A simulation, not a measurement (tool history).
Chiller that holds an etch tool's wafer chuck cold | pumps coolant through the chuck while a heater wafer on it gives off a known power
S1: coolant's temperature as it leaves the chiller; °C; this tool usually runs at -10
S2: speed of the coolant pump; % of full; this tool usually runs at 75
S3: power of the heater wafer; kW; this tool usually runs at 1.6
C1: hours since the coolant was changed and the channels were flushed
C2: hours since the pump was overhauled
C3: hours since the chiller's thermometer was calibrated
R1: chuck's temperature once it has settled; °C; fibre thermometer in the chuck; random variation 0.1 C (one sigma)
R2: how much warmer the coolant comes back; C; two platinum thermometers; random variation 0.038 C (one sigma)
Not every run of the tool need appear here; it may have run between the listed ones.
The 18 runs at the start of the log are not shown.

run,hour,S1,S2,S3,C1,C2,C3,R1,R2
19,2388.5,-6,75,2.005,3888,7428,2388,12.8,9.7
20,2582,-15,91,1.6,4082,7621,2582,-1.7,6.41
# hour 2686.7: coolant pump overhauled
21,2763.7,-12,61,1.6,4259,77,2759,5.4,9.54
22,2877.4,-12,61,1.6,4372,191,2872,5.5,9.62
23,3019.5,-12,61,1.969,4514,333,3015,9.2,11.84
24,3172,-12,61,1.969,4667,485,3167,9.5,11.85
25,3342,-13,94,1.687,4837,655,3337,0.5,6.49
26,3484.1,-13,94,1.551,4979,797,3479,-0.4,5.9
27,3586.4,-17,94,0.919,5081,900,3581,-9.5,3.57
28,3764.3,-3,75,1.079,5259,1078,3759,7.3,5.29
29,3886,-7,75,1.079,5381,1199,3881,3.2,5.17
30,4047.2,-7,75,1.079,5542,1361,4042,3.1,5.22
# hour 4134: coolant changed, channels flushed
31,4175,-6,75,1.128,41,1482,4164,4.6,5.45
# hour 4240: chiller's thermometer calibrated
32,4268.3,-2,97,1.903,133,1575,28,13.1,7.11

Each row is a separate what-if for the run after 32, all from the same tool condition, not one after another. Results?
A,4360.1,-10,75,1.713,225,1666,120,?,?
B,4360.1,-10,75,2.286,225,1666,120,?,?
C,4360.1,-10,75,1.099,225,1666,120,?,?
D,4360.1,-15,97,1.903,225,1666,120,?,?

run,R1,R2
A,6.1,8.3
B,11.6,11.13
C,0.4,5.33
D,-0.1,7.12
With no hidden state in the tool, these same runs would have given:
run,R1,R2
A,6.1,8.3
B,11.6,11.13
C,0.4,5.33
D,-0.1,7.12
